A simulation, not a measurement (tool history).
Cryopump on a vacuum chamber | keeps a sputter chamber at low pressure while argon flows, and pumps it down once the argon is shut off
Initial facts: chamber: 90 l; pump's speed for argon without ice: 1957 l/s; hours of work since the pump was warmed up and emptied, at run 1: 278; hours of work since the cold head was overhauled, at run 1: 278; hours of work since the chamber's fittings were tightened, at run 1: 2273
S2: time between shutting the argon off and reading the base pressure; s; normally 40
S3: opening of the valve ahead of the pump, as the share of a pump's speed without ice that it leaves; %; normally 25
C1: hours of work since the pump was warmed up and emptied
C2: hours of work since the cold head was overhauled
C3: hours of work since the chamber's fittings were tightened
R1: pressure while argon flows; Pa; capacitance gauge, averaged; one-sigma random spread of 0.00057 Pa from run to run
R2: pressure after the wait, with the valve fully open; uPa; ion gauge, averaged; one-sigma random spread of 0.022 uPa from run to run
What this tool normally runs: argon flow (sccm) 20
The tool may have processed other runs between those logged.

Run 1, hour 0: usual settings; C1 278; C2 278; C3 2273. Result: R1 0.0712 Pa, R2 1.27 uPa.
Run 2, hour 12.2: usual settings; C1 284; C2 284; C3 2279. Result: R1 0.0696 Pa, R2 1.27 uPa.
Run 3, hour 26.7: usual settings but argon flow (sccm) 10; C1 291; C2 291; C3 2286. Result: R1 0.0349 Pa, R2 1.27 uPa.
Run 4, hour 39.1: usual settings but argon flow (sccm) 10; C1 297; C2 297; C3 2292. Result: R1 0.0349 Pa, R2 1.29 uPa.
Run 5, hour 50.8: usual settings but S2 35 s; C1 303; C2 303; C3 2297. Result: R1 0.0711 Pa, R2 1.34 uPa.
Run 6, hour 66.9: usual settings but argon flow (sccm) 19, S2 35 s; C1 310; C2 310; C3 2305. Result: R1 0.0677 Pa, R2 1.34 uPa.
Run 7, hour 83.4: usual settings but argon flow (sccm) 19, S2 182 s; C1 318; C2 318; C3 2313. Result: R1 0.0684 Pa, R2 0.98 uPa.
Run 8, hour 98.2: usual settings but argon flow (sccm) 19, S2 182 s, S3 19 %; C1 325; C2 325; C3 2320. Result: R1 0.0886 Pa, R2 1 uPa.
Run 9, hour 113.4: usual settings but argon flow (sccm) 19, S2 182 s, S3 19 %; C1 333; C2 333; C3 2327. Result: R1 0.0872 Pa, R2 1.01 uPa.
Run 10, hour 127.7: usual settings but argon flow (sccm) 19, S2 182 s, S3 19 %; C1 339; C2 339; C3 2334. Result: R1 0.0882 Pa, R2 1.02 uPa.
Run 11, hour 146.8: usual settings but argon flow (sccm) 19, S2 182 s, S3 19 %; C1 349; C2 349; C3 2343. Result: R1 0.0883 Pa, R2 0.97 uPa.
Run 12, hour 159: usual settings but argon flow (sccm) 19, S2 182 s, S3 19 %; C1 354; C2 354; C3 2349. Result: R1 0.0894 Pa, R2 0.96 uPa.
Run 13, hour 175.9: usual settings but argon flow (sccm) 19, S2 182 s, S3 19 %; C1 363; C2 363; C3 2357. Result: R1 0.0869 Pa, R2 1.06 uPa.
Run 14, hour 193.8: usual settings but S2 101 s; C1 371; C2 371; C3 2366. Result: R1 0.071 Pa, R2 1.05 uPa.
Run 15, hour 201.9: usual settings but argon flow (sccm) 35; C1 375; C2 375; C3 2370. Result: R1 0.1247 Pa, R2 1.3 uPa.
Run 16, hour 219: usual settings; C1 383; C2 383; C3 2378. Result: R1 0.0713 Pa, R2 1.3 uPa.
Run 17, hour 233: usual settings; C1 390; C2 390; C3 2385. Result: R1 0.0715 Pa, R2 1.34 uPa.
Run 18, hour 249.5: usual settings; C1 398; C2 398; C3 2392. Result: R1 0.0718 Pa, R2 1.36 uPa.
Run 19, hour 261.9: usual settings; C1 404; C2 404; C3 2398. Result: R1 0.0715 Pa, R2 1.36 uPa.
Run 20, hour 276.9: usual settings but argon flow (sccm) 14, S2 213 s; C1 411; C2 411; C3 2406. Result: R1 0.0503 Pa, R2 1.03 uPa.
Run 21, hour 287.9: usual settings but argon flow (sccm) 9, S2 42 s, S3 19 %; C1 416; C2 416; C3 2411. Result: R1 0.0417 Pa, R2 1.31 uPa.
Run 22, hour 296: usual settings but argon flow (sccm) 8, S2 119 s; C1 420; C2 420; C3 2415. Result: R1 0.029 Pa, R2 1.08 uPa.
Run 23, hour 306.2: usual settings but argon flow (sccm) 8, S2 119 s; C1 425; C2 425; C3 2420. Result: R1 0.0287 Pa, R2 1.09 uPa.
Run 24, hour 323.8: usual settings but argon flow (sccm) 37, S2 26 s, S3 44 %; C1 433; C2 433; C3 2428. Result: R1 0.0772 Pa, R2 1.64 uPa.
Run 25, hour 338.5: usual settings but argon flow (sccm) 37, S2 222 s, S3 27 %; C1 440; C2 440; C3 2435. Result: R1 0.122 Pa, R2 1.02 uPa.
Run 26, hour 352.3: usual settings but argon flow (sccm) 9, S2 222 s, S3 31 %; C1 447; C2 447; C3 2442. Result: R1 0.026 Pa, R2 1.03 uPa.
Run 27, hour 364.6: usual settings but argon flow (sccm) 9, S2 98 s, S3 50 %; C1 453; C2 453; C3 2448. Result: R1 0.0166 Pa, R2 1.14 uPa.
Run 28, hour 373.1: usual settings but argon flow (sccm) 9, S2 98 s, S3 50 %; C1 457; C2 457; C3 2452. Result: R1 0.0169 Pa, R2 1.15 uPa.
Run 29, hour 385.1: usual settings but argon flow (sccm) 9, S2 98 s, S3 50 %; C1 463; C2 463; C3 2457. Result: R1 0.0161 Pa, R2 1.07 uPa.
Run 30, hour 402.7: usual settings but argon flow (sccm) 19, S2 56 s; C1 471; C2 471; C3 2466. Result: R1 0.0689 Pa, R2 1.28 uPa.
Run 31, hour 422.2: usual settings but argon flow (sccm) 13, S2 23 s, S3 27 %; C1 480; C2 480; C3 2475. Result: R1 0.043 Pa, R2 1.69 uPa.
Run 32, hour 430.8: usual settings but argon flow (sccm) 13, S2 23 s, S3 27 %; C1 484; C2 484; C3 2479. Result: R1 0.0436 Pa, R2 1.71 uPa.
Run 33, hour 445.9: usual settings but S2 230 s, S3 15 %; C1 492; C2 492; C3 2486. Result: R1 0.1183 Pa, R2 1.05 uPa.
Run 34, hour 462.6: usual settings but S2 226 s, S3 53 %; C1 500; C2 500; C3 2494. Result: R1 0.0357 Pa, R2 1.03 uPa.
Run 35, hour 474.3: usual settings but argon flow (sccm) 13, S2 34 s, S3 23 %; C1 505; C2 505; C3 2500. Result: R1 0.0512 Pa, R2 1.44 uPa.

Each row is a separate what-if for the run after 35, all from the same tool condition, not one after another. Results?
Run A, hour 489.2: usual settings but argon flow (sccm) 15, S3 42 %; C1 512; C2 512; C3 2507. Result: R1 ?, R2 ?.
Run B, hour 489.2: usual settings but argon flow (sccm) 11, S2 139 s; C1 512; C2 512; C3 2507. Result: R1 ?, R2 ?.
Run C, hour 489.2: usual settings but argon flow (sccm) 13, S2 193 s, S3 23 %; C1 512; C2 512; C3 2507. Result: R1 ?, R2 ?.

run      R1    R2
  A  0.0334  1.38
  B  0.0396  1.09
  C  0.0506  1.08
Had the tool no hidden state, the same runs would have come out as:
run      R1    R2
  A  0.0311  0.56
  B  0.0379  0.23
  C  0.0485  0.23
